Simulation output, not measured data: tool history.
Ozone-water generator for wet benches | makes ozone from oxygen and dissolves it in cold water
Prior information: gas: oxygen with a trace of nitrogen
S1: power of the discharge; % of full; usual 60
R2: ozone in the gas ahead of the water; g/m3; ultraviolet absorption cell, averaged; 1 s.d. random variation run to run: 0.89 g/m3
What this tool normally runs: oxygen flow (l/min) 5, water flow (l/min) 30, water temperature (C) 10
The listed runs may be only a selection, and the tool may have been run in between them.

{"run": 1, "hour": 0.0, "S1": 60, "oxygen flow (l/min)": 5, "water flow (l/min)": 30, "water temperature (C)": 10, "dissolved ozone (ppm)": 11.6, "R2": 136.3}
{"run": 2, "hour": 127.0, "S1": 60, "oxygen flow (l/min)": 5, "water flow (l/min)": 24, "water temperature (C)": 10, "dissolved ozone (ppm)": 14, "R2": 135.5}
{"run": 3, "hour": 258.6, "S1": 60, "oxygen flow (l/min)": 5, "water flow (l/min)": 24, "water temperature (C)": 10, "dissolved ozone (ppm)": 14.4, "R2": 136.9}
{"run": 4, "hour": 333.0, "S1": 60, "oxygen flow (l/min)": 5, "water flow (l/min)": 24, "water temperature (C)": 10, "dissolved ozone (ppm)": 13.9, "R2": 135.6}
{"run": 5, "hour": 438.2, "S1": 84, "oxygen flow (l/min)": 5, "water flow (l/min)": 30, "water temperature (C)": 10, "dissolved ozone (ppm)": 15.1, "R2": 179.6}
{"run": 6, "hour": 545.3, "S1": 42, "oxygen flow (l/min)": 5, "water flow (l/min)": 30, "water temperature (C)": 11, "dissolved ozone (ppm)": 8.3, "R2": 99.7}
{"run": 7, "hour": 687.4, "S1": 84, "oxygen flow (l/min)": 5, "water flow (l/min)": 48, "water temperature (C)": 11, "dissolved ozone (ppm)": 9.3, "R2": 180.5}
{"run": 8, "hour": 808.4, "S1": 84, "oxygen flow (l/min)": 5, "water flow (l/min)": 20, "water temperature (C)": 6, "dissolved ozone (ppm)": 22.4, "R2": 178.6}
{"run": 9, "hour": 867.0, "S1": 54, "oxygen flow (l/min)": 5, "water flow (l/min)": 33, "water temperature (C)": 7, "dissolved ozone (ppm)": 9.6, "R2": 123.6}
{"run": 10, "hour": 1002.3, "S1": 54, "oxygen flow (l/min)": 6.34, "water flow (l/min)": 33, "water temperature (C)": 11, "dissolved ozone (ppm)": 9.7, "R2": 106.3}

Branching from run 10: 5 alternative next runs. What would each branch give?
{"run": "A", "hour": 1100.6, "S1": 60, "oxygen flow (l/min)": 4.3, "water flow (l/min)": 30, "water temperature (C)": 13, "dissolved ozone (ppm)": "?", "R2": "?"}
{"run": "B", "hour": 1100.6, "S1": 44, "oxygen flow (l/min)": 5, "water flow (l/min)": 37, "water temperature (C)": 8, "dissolved ozone (ppm)": "?", "R2": "?"}
{"run": "C", "hour": 1100.6, "S1": 54, "oxygen flow (l/min)": 6.34, "water flow (l/min)": 36, "water temperature (C)": 11, "dissolved ozone (ppm)": "?", "R2": "?"}
{"run": "D", "hour": 1100.6, "S1": 54, "oxygen flow (l/min)": 3.73, "water flow (l/min)": 36, "water temperature (C)": 6, "dissolved ozone (ppm)": "?", "R2": "?"}
{"run": "E", "hour": 1100.6, "S1": 54, "oxygen flow (l/min)": 6.23, "water flow (l/min)": 22, "water temperature (C)": 11, "dissolved ozone (ppm)": "?", "R2": "?"}

run=A dissolved_ozone_(ppm)=10.7 R2=146.7
run=B dissolved_ozone_(ppm)=7.4 R2=104.2
run=C dissolved_ozone_(ppm)=8.6 R2=105.8
run=D dissolved_ozone_(ppm)=8.5 R2=145.3
run=E dissolved_ozone_(ppm)=13.4 R2=108.6
With no hidden state in the tool, these same runs would have given:
run=A dissolved_ozone_(ppm)=12.6 R2=161.1
run=B dissolved_ozone_(ppm)=8.5 R2=111.1
run=C dissolved_ozone_(ppm)=10.1 R2=115.1
run=D dissolved_ozone_(ppm)=9.9 R2=158
run=E dissolved_ozone_(ppm)=15.6 R2=118
